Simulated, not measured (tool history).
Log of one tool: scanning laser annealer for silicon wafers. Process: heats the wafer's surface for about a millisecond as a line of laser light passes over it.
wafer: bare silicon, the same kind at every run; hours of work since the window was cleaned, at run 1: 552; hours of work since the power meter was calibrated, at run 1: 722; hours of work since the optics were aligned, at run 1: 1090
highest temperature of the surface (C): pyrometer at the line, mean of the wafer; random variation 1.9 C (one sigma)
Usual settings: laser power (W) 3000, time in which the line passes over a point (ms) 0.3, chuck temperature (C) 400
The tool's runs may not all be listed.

run   hour  laser power (W)  time in which the line passes over a point (ms)  chuck temperature (C)  hours of work since the window was cleaned  hours of work since the power meter was calibrated  hours of work since the optics were aligned  highest temperature of the surface (C)
  1      0             3000                                              0.3                    400                                         552                                                 722                                         1090                                    1163
  2   34.5             3000                                              0.3                    400                                         578                                                 749                                         1117                                    1165
  3   52.5             3000                                              0.3                    400                                         592                                                 763                                         1130                                    1164
  4   79.4             3000                                            0.314                    400                                         612                                                 783                                         1151                                    1179
  5  106.2             3000                                            0.314                    400                                         633                                                 804                                         1171                                    1186
  6  124.6             3000                                            0.314                    400                                         647                                                 818                                         1186                                    1186
  7  150.3             3000                                            0.314                    400                                         667                                                 837                                         1205                                    1184
  8  169.6             3000                                              0.3                    362                                         681                                                 852                                         1220                                    1124
  9  188.4             3000                                            0.244                    362                                         696                                                 866                                         1234                                    1043
 10  214.9             3000                                            0.244                    362                                         716                                                 887                                         1255                                    1041
 11  248.8             3000                                              0.3                    400                                         742                                                 913                                         1280                                    1165
 12  266.3             3000                                              0.3                    400                                         755                                                 926                                         1294                                    1163
 13  298.1             3000                                              0.3                    400                                         779                                                 950                                         1318                                    1164
 14  329.5             3000                                              0.3                    440                                         803                                                 974                                         1342                                    1205
 15  356.5             3000                                              0.3                    440                                         824                                                 995                                         1363                                    1209
 16  389.8             3130                                              0.3                    440                                         850                                                1020                                         1388                                    1235
     408.1  -- window over the wafer cleaned
 17  412.5             3065                                              0.3                    400                                           3                                                1036                                         1404                                    1181
 18  435.9             3000                                              0.3                    400                                          21                                                1054                                         1422                                    1166
 19  453.4             3000                                              0.3                    403                                          35                                                1067                                         1435                                    1168
 20  469.9             3000                                              0.3                    400                                          47                                                1080                                         1448                                    1166
 21  495.5             3000                                              0.3                    400                                          67                                                1100                                         1467                                    1165
 22  514.5             3000                                            0.318                    400                                          81                                                1114                                         1482                                    1193
 23  530.1             3000                                            0.318                    400                                          93                                                1126                                         1494                                    1191
 24  564.5             3000                                            0.289                    400                                         120                                                1152                                         1520                                    1151
 25  593.6             3124                                              0.3                    437                                         142                                                1174                                         1542                                    1235
 26  612.3             3124                                              0.3                    437                                         156                                                1189                                         1557                                    1233
 27  643.1             3124                                              0.3                    437                                         180                                                1212                                         1580                                    1234
 28  674.8             3000                                            0.316                    385                                         204                                                1237                                         1604                                    1170
 29  695.4             3000                                            0.316                    385                                         220                                                1252                                         1620                                    1175
 30  721.7             3000                                            0.249                    385                                         240                                                1272                                         1640                                    1075
 31  739.6             2738                                            0.372                    385                                         253                                                1286                                         1654                                    1172
 32  769.5             2738                                            0.372                    385                                         276                                                1309                                         1677                                    1175
 33  790.1             2606                                              0.3                    375                                         292                                                1325                                         1693                                    1040
 34  818.6             2928                                            0.264                    400                                         314                                                1346                                         1714                                    1096
 35  851.7             3000                                            0.378                    388                                         339                                                1372                                         1740                                    1260
 36  868.8             3000                                            0.256                    401                                         352                                                1385                                         1753                                    1099
 37  883.9             3238                                            0.256                    367                                         364                                                1396                                         1764                                    1121
 38  914.4             2576                                              0.3                    400                                         387                                                1420                                         1788                                    1057
 39  938.3             2576                                              0.3                    400                                         405                                                1438                                         1806                                    1057
 40    959             2798                                            0.331                    438                                         421                                                1454                                         1822                                    1192

3 ways to go on from here, each from the tool as it stands after run 40. What would each give?
  A  983.7             3000                                            0.248                    400                                         440                                                1473                                         1841                                       ?
  B  983.7             2588                                            0.331                    438                                         440                                                1473                                         1841                                       ?
  C  983.7             2623                                             0.32                    425                                         440                                                1473                                         1841                                       ?

run  highest temperature of the surface (C)
  A                                    1089
  B                                    1136
  C                                    1117
Without the tool's hidden state the same runs would have given:
run  highest temperature of the surface (C)
  A                                    1090
  B                                    1137
  C                                    1118
